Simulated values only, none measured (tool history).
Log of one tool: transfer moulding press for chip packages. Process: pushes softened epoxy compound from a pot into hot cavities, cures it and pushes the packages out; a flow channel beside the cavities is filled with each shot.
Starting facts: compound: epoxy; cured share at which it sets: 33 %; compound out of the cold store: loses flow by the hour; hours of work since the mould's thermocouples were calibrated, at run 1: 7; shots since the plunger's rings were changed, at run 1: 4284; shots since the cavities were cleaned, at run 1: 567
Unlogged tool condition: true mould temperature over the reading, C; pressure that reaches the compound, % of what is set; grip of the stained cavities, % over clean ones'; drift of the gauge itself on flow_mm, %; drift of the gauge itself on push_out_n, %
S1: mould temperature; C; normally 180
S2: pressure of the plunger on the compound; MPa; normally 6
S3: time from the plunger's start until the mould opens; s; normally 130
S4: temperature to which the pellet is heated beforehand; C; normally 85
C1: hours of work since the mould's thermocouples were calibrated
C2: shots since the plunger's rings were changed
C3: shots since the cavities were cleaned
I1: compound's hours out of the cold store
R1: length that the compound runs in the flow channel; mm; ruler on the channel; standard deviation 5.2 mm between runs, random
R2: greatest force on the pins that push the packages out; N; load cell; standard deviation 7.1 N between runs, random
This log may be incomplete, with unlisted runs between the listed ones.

{"run": 1, "hour": 0.0, "S1": 180, "S2": 6, "S3": 130, "S4": 85, "C1": 7, "C2": 4284, "C3": 567, "I1": 40.1, "R1": 878, "R2": 428}
{"run": 2, "hour": 5.5, "S1": 180, "S2": 6, "S3": 130, "S4": 85, "C1": 10, "C2": 4326, "C3": 609, "I1": 45.7, "R1": 876, "R2": 419}
{"run": 3, "hour": 13.3, "S1": 180, "S2": 6, "S3": 130, "S4": 85, "C1": 15, "C2": 4385, "C3": 668, "I1": 12, "R1": 937, "R2": 451}
{"run": 4, "hour": 19.9, "S1": 180, "S2": 6, "S3": 130, "S4": 85, "C1": 18, "C2": 4435, "C3": 718, "I1": 29.1, "R1": 901, "R2": 440}
{"hour": 27.8, "done": "cavities cleaned with cleaning compound and waxed"}
{"run": 5, "hour": 29.0, "S1": 180, "S2": 6, "S3": 130, "S4": 85, "C1": 22, "C2": 4493, "C3": 10, "I1": 38.3, "R1": 886, "R2": 309}
{"run": 6, "hour": 37.4, "S1": 180, "S2": 6, "S3": 130, "S4": 85, "C1": 27, "C2": 4556, "C3": 73, "I1": 10.8, "R1": 937, "R2": 340}
{"run": 7, "hour": 46.5, "S1": 180, "S2": 6, "S3": 130, "S4": 85, "C1": 32, "C2": 4625, "C3": 142, "I1": 12.5, "R1": 933, "R2": 366}
{"run": 8, "hour": 54.0, "S1": 176, "S2": 6.39, "S3": 144, "S4": 85, "C1": 36, "C2": 4682, "C3": 199, "I1": 33.8, "R1": 938, "R2": 382}
{"run": 9, "hour": 59.6, "S1": 185, "S2": 4.63, "S3": 130, "S4": 75, "C1": 39, "C2": 4725, "C3": 242, "I1": 14.7, "R1": 799, "R2": 330}
{"run": 10, "hour": 64.1, "S1": 185, "S2": 4.63, "S3": 130, "S4": 75, "C1": 42, "C2": 4759, "C3": 276, "I1": 38, "R1": 755, "R2": 338}
{"run": 11, "hour": 71.5, "S1": 185, "S2": 4.63, "S3": 130, "S4": 75, "C1": 46, "C2": 4815, "C3": 332, "I1": 43.4, "R1": 732, "R2": 347}
{"run": 12, "hour": 76.0, "S1": 180, "S2": 6, "S3": 130, "S4": 91, "C1": 48, "C2": 4849, "C3": 366, "I1": 28.3, "R1": 895, "R2": 415}
{"run": 13, "hour": 84.8, "S1": 180, "S2": 6, "S3": 130, "S4": 91, "C1": 53, "C2": 4915, "C3": 432, "I1": 18.2, "R1": 915, "R2": 437}
{"run": 14, "hour": 92.9, "S1": 180, "S2": 6.81, "S3": 130, "S4": 77, "C1": 57, "C2": 4977, "C3": 494, "I1": 14.2, "R1": 984, "R2": 421}

Each row is a separate what-if for the run after 14, all from the same tool condition, not one after another. Results?
{"run": "A", "hour": 100.8, "S1": 180, "S2": 6.81, "S3": 130, "S4": 86, "C1": 62, "C2": 5037, "C3": 554, "I1": 13.8, "R1": "?", "R2": "?"}
{"run": "B", "hour": 100.8, "S1": 180, "S2": 5.51, "S3": 134, "S4": 91, "C1": 62, "C2": 5037, "C3": 554, "I1": 13.4, "R1": "?", "R2": "?"}
{"run": "C", "hour": 100.8, "S1": 180, "S2": 6.63, "S3": 130, "S4": 86, "C1": 62, "C2": 5037, "C3": 554, "I1": 42.9, "R1": "?", "R2": "?"}

run=A R1=982 R2=427
run=B R1=887 R2=422
run=C R1=910 R2=417
With no hidden state in the tool, these same runs would have given:
run=A R1=1084 R2=289
run=B R1=980 R2=284
run=C R1=1005 R2=281
